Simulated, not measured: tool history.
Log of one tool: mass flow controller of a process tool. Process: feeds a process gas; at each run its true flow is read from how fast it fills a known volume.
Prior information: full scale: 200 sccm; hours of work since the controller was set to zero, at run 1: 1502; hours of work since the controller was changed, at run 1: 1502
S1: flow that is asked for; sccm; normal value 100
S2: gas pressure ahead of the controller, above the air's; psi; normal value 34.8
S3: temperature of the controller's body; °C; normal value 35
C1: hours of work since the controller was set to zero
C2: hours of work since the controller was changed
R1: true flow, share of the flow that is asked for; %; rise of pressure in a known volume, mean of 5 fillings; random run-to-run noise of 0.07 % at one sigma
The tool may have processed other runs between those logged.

run	hour	S1	S2	S3	C1	C2	R1
1	0	100	34.8	35	1502	1502	99.45
2	69.5	100	34.8	35	1539	1539	99.45
3	146	100	34.8	35	1579	1579	99.57
4	198.1	55	34.8	35	1607	1607	99.14
5	241	55	34.8	35	1629	1629	99.15
6	294.9	55	34.8	35	1658	1658	99.16
# hour 300.4: controller's zero set anew
7	331	55	39.7	35	16	1676	99.76
8	400.2	28	22.6	29	53	1713	99.84
9	480.9	41	23.2	35	95	1755	99.57
10	556.6	125	23.2	35	135	1795	99.6

Hidden state at the last listed run before each entry between runs and at the first one after, where it differs:
Run 6 -> run 7: controller's zero set anew (hour 300.4)
  flow at rest that the sensor doesn't see, % of full scale: 0.237 -> 0.345
  measured value less the no-hidden-state value, R1: +0.57 -> +0.96 %
